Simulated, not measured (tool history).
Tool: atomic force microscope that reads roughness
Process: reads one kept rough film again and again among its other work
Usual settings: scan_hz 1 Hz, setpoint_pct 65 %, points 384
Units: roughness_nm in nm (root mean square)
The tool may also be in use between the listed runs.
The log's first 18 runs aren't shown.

{"run": 19, "hour": 427.2, "scan_hz": 1, "setpoint_pct": 65, "points": 384, "roughness_nm": 3.871}
{"run": 20, "hour": 455.1, "scan_hz": 1, "setpoint_pct": 65, "points": 384, "roughness_nm": 3.8}
{"run": 21, "hour": 475.8, "scan_hz": 1, "setpoint_pct": 65, "points": 384, "roughness_nm": 3.77}
{"run": 22, "hour": 505.6, "scan_hz": 1, "setpoint_pct": 65, "points": 384, "roughness_nm": 3.691}
{"run": 23, "hour": 520.3, "scan_hz": 1, "setpoint_pct": 65, "points": 384, "roughness_nm": 3.645}
{"hour": 527.1, "done": "new tip fitted"}
{"run": 24, "hour": 550.2, "scan_hz": 1.35, "setpoint_pct": 65, "points": 384, "roughness_nm": 4.09}
{"run": 25, "hour": 579.8, "scan_hz": 1.35, "setpoint_pct": 65, "points": 384, "roughness_nm": 3.99}
{"run": 26, "hour": 604.6, "scan_hz": 1.35, "setpoint_pct": 78, "points": 384, "roughness_nm": 3.759}
{"run": 27, "hour": 627.4, "scan_hz": 1, "setpoint_pct": 63, "points": 384, "roughness_nm": 3.874}
{"run": 28, "hour": 648.6, "scan_hz": 1.64, "setpoint_pct": 63, "points": 384, "roughness_nm": 3.803}
{"run": 29, "hour": 679.9, "scan_hz": 0.51, "setpoint_pct": 85, "points": 845, "roughness_nm": 3.695}
{"run": 30, "hour": 700.2, "scan_hz": 0.95, "setpoint_pct": 81, "points": 463, "roughness_nm": 3.568}
{"run": 31, "hour": 726.5, "scan_hz": 0.95, "setpoint_pct": 81, "points": 463, "roughness_nm": 3.531}

Run 32 comes next. What will it give?
{"hour": 739.4, "done": "new tip fitted"}
{"run": 32, "hour": 759.1, "scan_hz": 0.95, "setpoint_pct": 81, "points": 463, "roughness_nm": "?"}

Run 32 gave roughness_nm 4.011 nm (root mean square).
Without the tool's hidden state the same run would have given roughness_nm 4.066 nm (root mean square).
